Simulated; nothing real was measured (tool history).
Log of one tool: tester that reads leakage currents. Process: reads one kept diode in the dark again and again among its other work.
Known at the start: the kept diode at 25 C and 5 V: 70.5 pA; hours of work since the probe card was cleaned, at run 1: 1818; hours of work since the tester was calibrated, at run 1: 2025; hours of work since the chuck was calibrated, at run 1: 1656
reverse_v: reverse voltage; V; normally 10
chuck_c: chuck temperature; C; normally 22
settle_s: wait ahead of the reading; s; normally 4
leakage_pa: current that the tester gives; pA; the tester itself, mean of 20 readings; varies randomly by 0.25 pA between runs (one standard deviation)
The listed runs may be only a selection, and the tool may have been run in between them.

run    hour  reverse_v  chuck_c  settle_s  hours of work since the probe card was cleaned  hours of work since the tester was calibrated  hours of work since the chuck was calibrated  leakage_pa
  1       0         10       22         4                                            1818                                           2025                                          1656       81.96
  2   108.5         10       22         4                                            1883                                           2090                                          1721        81.8
  3   191.7         10       47         4                                            1933                                           2139                                          1771      569.62
  4   312.6         10       22      5.13                                            2005                                           2212                                          1844        81.6
  5   396.9         10       22      5.13                                            2056                                           2262                                          1894       81.31
  6   498.6         10       22         4                                            2117                                           2323                                          1955       81.11
  7   593.9         10       22         4                                            2174                                           2381                                          2012       81.51
  8   665.3         10       22         4                                            2217                                           2423                                          2055        81.8
  9   729.6         10       22         4                                            2255                                           2462                                          2094       81.34
 10   833.1         10       22         4                                            2317                                           2524                                          2156       81.79
 11   933.3         10       22         4                                            2377                                           2584                                          2216       81.84
       1011  -- probe card cleaned and baked
 12  1024.4         10       38      0.46                                               8                                           2637                                          2268      296.74
 13  1118.5        5.4       48       7.1                                              64                                           2693                                          2325      433.67
 14  1207.5        6.3       22         4                                             118                                           2747                                          2378        62.9
 15  1267.1          5       22       0.4                                             154                                           2782                                          2414        57.6
     1314.6  -- chuck's temperature calibrated
 16  1356.7          5       22       0.4                                             206                                           2835                                            25       57.43
 17  1446.3          5       22       0.4                                             260                                           2889                                            79       57.42
 18  1570.5        1.2       39      0.38                                             334                                           2963                                           153       97.72
 19  1631.6        4.6       54      6.81                                             371                                           3000                                           190      602.21
 20    1770       13.7       21      6.81                                             454                                           3083                                           273       89.41
 21  1854.5          7       52      6.81                                             504                                           3133                                           324      666.88

What if the next run were any one of these 3? Each begins from the tool's condition after run 21:
  A  1987.7        1.4       20       0.6                                             584                                           3213                                           403           ?
  B  1987.7        2.5       27      4.98                                             584                                           3213                                           403           ?
  C  1987.7         10       60      1.75                                             584                                           3213                                           403           ?

run  leakage_pa
  A       23.18
  B       56.81
  C     1404.37
Without the tool's hidden state the same runs would have given:
run  leakage_pa
  A       23.17
  B       56.79
  C     1404.06
